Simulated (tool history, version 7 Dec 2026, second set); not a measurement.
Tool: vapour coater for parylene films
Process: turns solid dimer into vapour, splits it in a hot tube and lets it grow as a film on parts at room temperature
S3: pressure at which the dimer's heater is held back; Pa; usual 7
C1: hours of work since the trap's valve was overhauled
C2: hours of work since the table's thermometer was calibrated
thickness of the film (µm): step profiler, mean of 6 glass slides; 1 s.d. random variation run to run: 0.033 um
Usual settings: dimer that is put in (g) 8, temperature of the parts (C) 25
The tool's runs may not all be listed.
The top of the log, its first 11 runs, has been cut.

{"run": 12, "hour": 390.7, "dimer that is put in (g)": 8, "temperature of the parts (C)": 25, "S3": 7, "C1": 434, "C2": 1323, "thickness of the film (µm)": 2.93}
{"run": 13, "hour": 426.0, "dimer that is put in (g)": 8, "temperature of the parts (C)": 25, "S3": 8.1, "C1": 454, "C2": 1343, "thickness of the film (µm)": 2.83}
{"run": 14, "hour": 455.1, "dimer that is put in (g)": 8, "temperature of the parts (C)": 25, "S3": 8.1, "C1": 471, "C2": 1360, "thickness of the film (µm)": 2.83}
{"run": 15, "hour": 482.5, "dimer that is put in (g)": 8, "temperature of the parts (C)": 25, "S3": 8.1, "C1": 486, "C2": 1375, "thickness of the film (µm)": 2.83}
{"run": 16, "hour": 527.0, "dimer that is put in (g)": 8, "temperature of the parts (C)": 25, "S3": 7, "C1": 512, "C2": 1401, "thickness of the film (µm)": 2.88}
{"run": 17, "hour": 563.1, "dimer that is put in (g)": 8, "temperature of the parts (C)": 25, "S3": 7, "C1": 532, "C2": 1421, "thickness of the film (µm)": 2.86}
{"run": 18, "hour": 607.5, "dimer that is put in (g)": 8, "temperature of the parts (C)": 25, "S3": 7, "C1": 557, "C2": 1447, "thickness of the film (µm)": 2.84}
{"run": 19, "hour": 646.1, "dimer that is put in (g)": 5, "temperature of the parts (C)": 25, "S3": 7, "C1": 579, "C2": 1469, "thickness of the film (µm)": 1.73}
{"run": 20, "hour": 673.1, "dimer that is put in (g)": 5, "temperature of the parts (C)": 25, "S3": 7, "C1": 595, "C2": 1484, "thickness of the film (µm)": 1.77}
{"run": 21, "hour": 701.3, "dimer that is put in (g)": 8, "temperature of the parts (C)": 25, "S3": 7, "C1": 611, "C2": 1500, "thickness of the film (µm)": 2.81}
{"run": 22, "hour": 725.2, "dimer that is put in (g)": 4, "temperature of the parts (C)": 25, "S3": 7, "C1": 624, "C2": 1514, "thickness of the film (µm)": 1.43}
{"run": 23, "hour": 759.9, "dimer that is put in (g)": 4, "temperature of the parts (C)": 25, "S3": 7, "C1": 644, "C2": 1533, "thickness of the film (µm)": 1.43}
{"run": 24, "hour": 780.0, "dimer that is put in (g)": 4, "temperature of the parts (C)": 25, "S3": 7, "C1": 656, "C2": 1545, "thickness of the film (µm)": 1.4}
{"run": 25, "hour": 818.9, "dimer that is put in (g)": 4, "temperature of the parts (C)": 25, "S3": 7, "C1": 678, "C2": 1567, "thickness of the film (µm)": 1.36}
{"hour": 835.8, "done": "trap's valve overhauled"}
{"run": 26, "hour": 866.8, "dimer that is put in (g)": 9, "temperature of the parts (C)": 25, "S3": 7, "C1": 18, "C2": 1592, "thickness of the film (µm)": 3.6}
{"run": 27, "hour": 890.9, "dimer that is put in (g)": 9, "temperature of the parts (C)": 25, "S3": 7, "C1": 31, "C2": 1606, "thickness of the film (µm)": 3.58}
{"run": 28, "hour": 916.2, "dimer that is put in (g)": 7, "temperature of the parts (C)": 24, "S3": 3.08, "C1": 46, "C2": 1620, "thickness of the film (µm)": 3.23}

Expected results for the next run?
{"hour": 920.7, "done": "table's thermometer calibrated"}
{"run": 29, "hour": 938.1, "dimer that is put in (g)": 8, "temperature of the parts (C)": 22, "S3": 5.79, "C1": 58, "C2": 10, "thickness of the film (µm)": "?"}

thickness of the film (µm): 3.58
With no hidden state in the tool, this same run would have given thickness of the film (µm) 3.77.
